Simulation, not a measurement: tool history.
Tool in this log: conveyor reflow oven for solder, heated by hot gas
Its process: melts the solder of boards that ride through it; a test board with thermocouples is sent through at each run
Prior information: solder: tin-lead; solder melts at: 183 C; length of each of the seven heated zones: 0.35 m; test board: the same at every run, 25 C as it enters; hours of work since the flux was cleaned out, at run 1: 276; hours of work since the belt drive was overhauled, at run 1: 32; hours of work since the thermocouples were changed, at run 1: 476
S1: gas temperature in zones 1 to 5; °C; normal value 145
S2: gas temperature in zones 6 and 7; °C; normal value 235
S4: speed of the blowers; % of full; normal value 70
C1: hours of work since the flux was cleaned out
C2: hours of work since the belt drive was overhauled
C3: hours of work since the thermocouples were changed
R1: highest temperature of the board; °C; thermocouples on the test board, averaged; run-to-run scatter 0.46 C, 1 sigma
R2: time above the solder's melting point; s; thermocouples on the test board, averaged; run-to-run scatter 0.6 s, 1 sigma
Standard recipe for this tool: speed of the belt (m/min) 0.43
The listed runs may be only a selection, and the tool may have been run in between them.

Run 1, hour 0: usual settings; C1 276; C2 32; C3 476. Result: R1 213.9 °C, R2 70.5 s.
Run 2, hour 19.1: usual settings; C1 287; C2 43; C3 487. Result: R1 213.3 °C, R2 70.2 s.
At hour 33.2: flux residue cleaned out of gas plates and filters.
Run 3, hour 39.1: usual settings; C1 3; C2 51; C3 496. Result: R1 216.4 °C, R2 74.8 s.
Run 4, hour 69.7: usual settings; C1 21; C2 69; C3 513. Result: R1 215.6 °C, R2 74 s.
Run 5, hour 90.6: usual settings but speed of the belt (m/min) 0.5; C1 33; C2 81; C3 525. Result: R1 210 °C, R2 58.6 s.
Run 6, hour 112.5: usual settings but speed of the belt (m/min) 0.5; C1 45; C2 93; C3 538. Result: R1 209.4 °C, R2 57.5 s.
Run 7, hour 135.8: usual settings; C1 58; C2 106; C3 551. Result: R1 214.8 °C, R2 73.1 s.
Run 8, hour 167.5: usual settings but S4 69 % of full; C1 76; C2 124; C3 569. Result: R1 214.6 °C, R2 72.5 s.
Run 9, hour 189.9: usual settings but S1 133 °C, S4 69 % of full; C1 89; C2 137; C3 582. Result: R1 212 °C, R2 64.5 s.
Run 10, hour 216.4: usual settings but S1 133 °C, S4 56 % of full; C1 104; C2 152; C3 597. Result: R1 208.3 °C, R2 56.6 s.
Run 11, hour 236: usual settings but S1 133 °C, speed of the belt (m/min) 0.401, S4 56 % of full; C1 115; C2 163; C3 608. Result: R1 210.9 °C, R2 66.4 s.
Run 12, hour 249.1: usual settings but S1 154 °C, S2 234 °C, speed of the belt (m/min) 0.385, S4 85 % of full; C1 123; C2 171; C3 615. Result: R1 221.4 °C, R2 96.2 s.
At hour 254.5: belt drive overhauled, speed set with a stopwatch.
Run 13, hour 276.5: usual settings but S1 143 °C, S2 244 °C; C1 136; C2 13; C3 629. Result: R1 222.1 °C, R2 78.5 s.
Run 14, hour 305.8: usual settings but S1 147 °C, S2 244 °C, speed of the belt (m/min) 0.391; C1 153; C2 29; C3 645. Result: R1 225.2 °C, R2 92 s.
Run 15, hour 335.4: usual settings but S1 147 °C, S2 232 °C, speed of the belt (m/min) 0.484, S4 62 % of full; C1 170; C2 46; C3 662. Result: R1 205.7 °C, R2 53.7 s.
At hour 349.7: thermocouples of zones 6 and 7 changed.
At hour 364.1: belt drive overhauled, speed set with a stopwatch, once more.
Run 16, hour 366.4: usual settings but S1 148 °C, speed of the belt (m/min) 0.466; C1 184; C2 1; C3 7. Result: R1 213.4 °C, R2 65.4 s.
Run 17, hour 389.9: usual settings but S1 151 °C, S2 231 °C, speed of the belt (m/min) 0.466; C1 197; C2 15; C3 21. Result: R1 210.4 °C, R2 64.6 s.
Run 18, hour 403.7: usual settings; C1 205; C2 23; C3 28. Result: R1 216.5 °C, R2 74.4 s.
Run 19, hour 428.7: usual settings but speed of the belt (m/min) 0.394, S4 59 % of full; C1 219; C2 37; C3 43. Result: R1 216 °C, R2 80 s.
Run 20, hour 442.4: usual settings but S1 144 °C, S2 225 °C, speed of the belt (m/min) 0.38, S4 77 % of full; C1 227; C2 45; C3 50. Result: R1 211.3 °C, R2 79.4 s.
Run 21, hour 460: usual settings but S1 142 °C, S2 226 °C, S4 76 % of full; C1 237; C2 55; C3 60. Result: R1 208 °C, R2 64.1 s.

5 ways to go on from here, each from the tool as it stands after run 21. What would each give?
Run A, hour 481.9: usual settings but S1 142 °C, S2 226 °C, speed of the belt (m/min) 0.475, S4 76 % of full; C1 250; C2 67; C3 73. Result: R1 ?, R2 ?.
Run B, hour 481.9: usual settings but S1 154 °C, S2 226 °C, speed of the belt (m/min) 0.446, S4 57 % of full; C1 250; C2 67; C3 73. Result: R1 ?, R2 ?.
Run C, hour 481.9: usual settings but S1 154 °C, S2 226 °C, S4 59 % of full; C1 250; C2 67; C3 73. Result: R1 ?, R2 ?.
Run D, hour 481.9: usual settings but speed of the belt (m/min) 0.427; C1 250; C2 67; C3 73. Result: R1 ?, R2 ?.
Run E, hour 481.9: usual settings but S1 141 °C, S2 248 °C, speed of the belt (m/min) 0.393; C1 250; C2 67; C3 73. Result: R1 ?, R2 ?.

run     R1    R2
  A  204.3  52.7
  B  205.1  62.2
  C  207.1  67.3
  D  214.7  74.5
  E  228.2  91.9
Without the tool's hidden state the same runs would have given:
run     R1    R2
  A  207.1  57.2
  B  207.2  66.1
  C  209.1  70.8
  D  217.3  77.7
  E  230.9    94

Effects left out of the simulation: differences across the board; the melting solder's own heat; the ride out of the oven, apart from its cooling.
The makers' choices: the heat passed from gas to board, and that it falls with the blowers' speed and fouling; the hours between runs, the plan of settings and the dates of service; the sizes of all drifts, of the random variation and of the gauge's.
